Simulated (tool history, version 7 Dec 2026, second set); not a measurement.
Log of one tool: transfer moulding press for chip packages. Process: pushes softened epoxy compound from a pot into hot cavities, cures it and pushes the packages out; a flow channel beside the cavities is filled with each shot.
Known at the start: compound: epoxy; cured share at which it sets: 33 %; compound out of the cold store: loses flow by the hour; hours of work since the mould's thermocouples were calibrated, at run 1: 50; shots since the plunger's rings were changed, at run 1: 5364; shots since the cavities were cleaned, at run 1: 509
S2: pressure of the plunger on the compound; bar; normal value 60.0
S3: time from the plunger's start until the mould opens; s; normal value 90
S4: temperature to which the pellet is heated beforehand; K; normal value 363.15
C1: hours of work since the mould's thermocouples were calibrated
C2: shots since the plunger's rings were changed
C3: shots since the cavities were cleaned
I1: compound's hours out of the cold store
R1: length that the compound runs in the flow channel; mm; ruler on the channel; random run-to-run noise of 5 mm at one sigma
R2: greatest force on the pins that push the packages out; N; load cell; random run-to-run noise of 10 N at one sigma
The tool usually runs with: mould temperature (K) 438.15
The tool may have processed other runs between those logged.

{"run": 1, "hour": 0.0, "mould temperature (K)": 438.15, "S2": 60.0, "S3": 90, "S4": 363.15, "C1": 50, "C2": 5364, "C3": 509, "I1": 18.1, "R1": 634, "R2": 685}
{"hour": 27.0, "done": "cavities cleaned with cleaning compound and waxed"}
{"run": 2, "hour": 28.5, "mould temperature (K)": 438.15, "S2": 60.0, "S3": 90, "S4": 363.15, "C1": 70, "C2": 5741, "C3": 21, "I1": 24.2, "R1": 622, "R2": 857}
{"run": 3, "hour": 54.0, "mould temperature (K)": 438.15, "S2": 60.0, "S3": 90, "S4": 363.15, "C1": 89, "C2": 6098, "C3": 378, "I1": 11.6, "R1": 642, "R2": 801}
{"run": 4, "hour": 73.6, "mould temperature (K)": 438.15, "S2": 60.0, "S3": 90, "S4": 363.15, "C1": 103, "C2": 6371, "C3": 651, "I1": 30.0, "R1": 606, "R2": 768}
{"hour": 91.8, "done": "cavities cleaned with cleaning compound and waxed"}
{"run": 5, "hour": 93.8, "mould temperature (K)": 438.15, "S2": 60.0, "S3": 90, "S4": 363.15, "C1": 117, "C2": 6633, "C3": 29, "I1": 16.0, "R1": 638, "R2": 501}
{"hour": 116.4, "done": "plunger's sealing rings changed"}
{"run": 6, "hour": 125.7, "mould temperature (K)": 438.15, "S2": 60.0, "S3": 90, "S4": 363.15, "C1": 139, "C2": 130, "C3": 439, "I1": 42.9, "R1": 635, "R2": 659}
{"hour": 158.6, "done": "cavities cleaned with cleaning compound and waxed"}
{"run": 7, "hour": 162.5, "mould temperature (K)": 438.15, "S2": 60.0, "S3": 90, "S4": 363.15, "C1": 165, "C2": 623, "C3": 55, "I1": 22.6, "R1": 678, "R2": 527}
{"hour": 173.0, "done": "cavities cleaned with cleaning compound and waxed, once more"}
{"run": 8, "hour": 190.1, "mould temperature (K)": 438.15, "S2": 60.0, "S3": 90, "S4": 363.15, "C1": 185, "C2": 988, "C3": 240, "I1": 18.0, "R1": 675, "R2": 608}
{"run": 9, "hour": 217.5, "mould temperature (K)": 438.15, "S2": 60.0, "S3": 90, "S4": 363.15, "C1": 205, "C2": 1370, "C3": 622, "I1": 45.1, "R1": 614, "R2": 688}
{"hour": 236.2, "done": "cavities cleaned with cleaning compound and waxed"}
{"run": 10, "hour": 255.6, "mould temperature (K)": 438.15, "S2": 60.0, "S3": 90, "S4": 363.15, "C1": 232, "C2": 1881, "C3": 270, "I1": 43.2, "R1": 618, "R2": 635}
{"run": 11, "hour": 289.1, "mould temperature (K)": 438.15, "S2": 60.0, "S3": 90, "S4": 363.15, "C1": 257, "C2": 2349, "C3": 738, "I1": 21.0, "R1": 656, "R2": 717}
{"hour": 298.7, "done": "cavities cleaned with cleaning compound and waxed"}
{"run": 12, "hour": 314.5, "mould temperature (K)": 438.15, "S2": 60.0, "S3": 90, "S4": 363.15, "C1": 275, "C2": 2682, "C3": 220, "I1": 29.3, "R1": 641, "R2": 591}
{"run": 13, "hour": 337.3, "mould temperature (K)": 438.15, "S2": 60.0, "S3": 90, "S4": 363.15, "C1": 292, "C2": 3002, "C3": 540, "I1": 33.8, "R1": 627, "R2": 681}
{"hour": 361.5, "done": "cavities cleaned with cleaning compound and waxed"}
{"run": 14, "hour": 374.8, "mould temperature (K)": 438.15, "S2": 60.0, "S3": 90, "S4": 363.15, "C1": 319, "C2": 3505, "C3": 187, "I1": 41.2, "R1": 608, "R2": 574}
{"run": 15, "hour": 400.5, "mould temperature (K)": 438.15, "S2": 60.0, "S3": 90, "S4": 363.15, "C1": 338, "C2": 3863, "C3": 545, "I1": 35.5, "R1": 614, "R2": 676}
{"hour": 425.3, "done": "cavities cleaned with cleaning compound and waxed"}
{"run": 16, "hour": 425.7, "mould temperature (K)": 438.15, "S2": 60.0, "S3": 90, "S4": 363.15, "C1": 355, "C2": 4194, "C3": 6, "I1": 23.0, "R1": 646, "R2": 509}
{"run": 17, "hour": 446.5, "mould temperature (K)": 438.15, "S2": 60.0, "S3": 90, "S4": 363.15, "C1": 371, "C2": 4485, "C3": 297, "I1": 42.4, "R1": 599, "R2": 643}
{"run": 18, "hour": 465.7, "mould temperature (K)": 438.15, "S2": 60.0, "S3": 90, "S4": 363.15, "C1": 385, "C2": 4753, "C3": 565, "I1": 38.3, "R1": 599, "R2": 639}
{"hour": 487.4, "done": "cavities cleaned with cleaning compound and waxed"}
{"run": 19, "hour": 490.4, "mould temperature (K)": 438.15, "S2": 63.2, "S3": 90, "S4": 359.15, "C1": 402, "C2": 5077, "C3": 42, "I1": 19.7, "R1": 649, "R2": 505}
{"run": 20, "hour": 505.5, "mould temperature (K)": 438.15, "S2": 63.2, "S3": 90, "S4": 359.15, "C1": 414, "C2": 5287, "C3": 252, "I1": 29.8, "R1": 632, "R2": 639}
{"run": 21, "hour": 538.5, "mould temperature (K)": 438.15, "S2": 63.2, "S3": 90, "S4": 359.15, "C1": 438, "C2": 5749, "C3": 714, "I1": 19.3, "R1": 642, "R2": 712}
{"hour": 551.7, "done": "cavities cleaned with cleaning compound and waxed"}
{"run": 22, "hour": 559.4, "mould temperature (K)": 438.15, "S2": 60.0, "S3": 83, "S4": 364.15, "C1": 453, "C2": 6020, "C3": 108, "I1": 23.5, "R1": 625, "R2": 666}
{"run": 23, "hour": 586.4, "mould temperature (K)": 438.15, "S2": 60.0, "S3": 83, "S4": 363.15, "C1": 473, "C2": 6396, "C3": 484, "I1": 32.7, "R1": 601, "R2": 778}
{"run": 24, "hour": 607.6, "mould temperature (K)": 432.15, "S2": 48.6, "S3": 83, "S4": 368.15, "C1": 488, "C2": 6693, "C3": 781, "I1": 30.5, "R1": 554, "R2": 1239}
{"hour": 614.6, "done": "cavities cleaned with cleaning compound and waxed"}
{"hour": 628.6, "done": "plunger's sealing rings changed"}
{"run": 25, "hour": 648.8, "mould temperature (K)": 432.15, "S2": 48.6, "S3": 83, "S4": 368.15, "C1": 516, "C2": 282, "C3": 442, "I1": 36.8, "R1": 589, "R2": 1118}
{"run": 26, "hour": 675.5, "mould temperature (K)": 432.15, "S2": 48.6, "S3": 83, "S4": 368.15, "C1": 536, "C2": 655, "C3": 815, "I1": 34.4, "R1": 596, "R2": 1189}
{"hour": 679.2, "done": "cavities cleaned with cleaning compound and waxed"}
{"run": 27, "hour": 698.7, "mould temperature (K)": 435.15, "S2": 48.5, "S3": 90, "S4": 363.15, "C1": 552, "C2": 958, "C3": 272, "I1": 43.9, "R1": 564, "R2": 712}

Alternative continuations, all from the tool just after run 27; predict every row:
{"run": "A", "hour": 722.5, "mould temperature (K)": 438.15, "S2": 55.5, "S3": 109, "S4": 363.15, "C1": 570, "C2": 1290, "C3": 604, "I1": 21.0, "R1": "?", "R2": "?"}
{"run": "B", "hour": 722.5, "mould temperature (K)": 438.15, "S2": 72.9, "S3": 90, "S4": 363.15, "C1": 570, "C2": 1290, "C3": 604, "I1": 23.5, "R1": "?", "R2": "?"}
{"run": "C", "hour": 722.5, "mould temperature (K)": 438.15, "S2": 47.6, "S3": 127, "S4": 364.15, "C1": 570, "C2": 1290, "C3": 604, "I1": 13.8, "R1": "?", "R2": "?"}
{"run": "D", "hour": 722.5, "mould temperature (K)": 439.15, "S2": 61.6, "S3": 90, "S4": 363.15, "C1": 570, "C2": 1290, "C3": 604, "I1": 19.9, "R1": "?", "R2": "?"}

run=A R1=645 R2=551
run=B R1=734 R2=701
run=C R1=600 R2=506
run=D R1=671 R2=653
Without the tool's hidden state the same runs would have given:
run=A R1=656 R2=386
run=B R1=748 R2=502
run=C R1=610 R2=351
run=D R1=683 R2=466
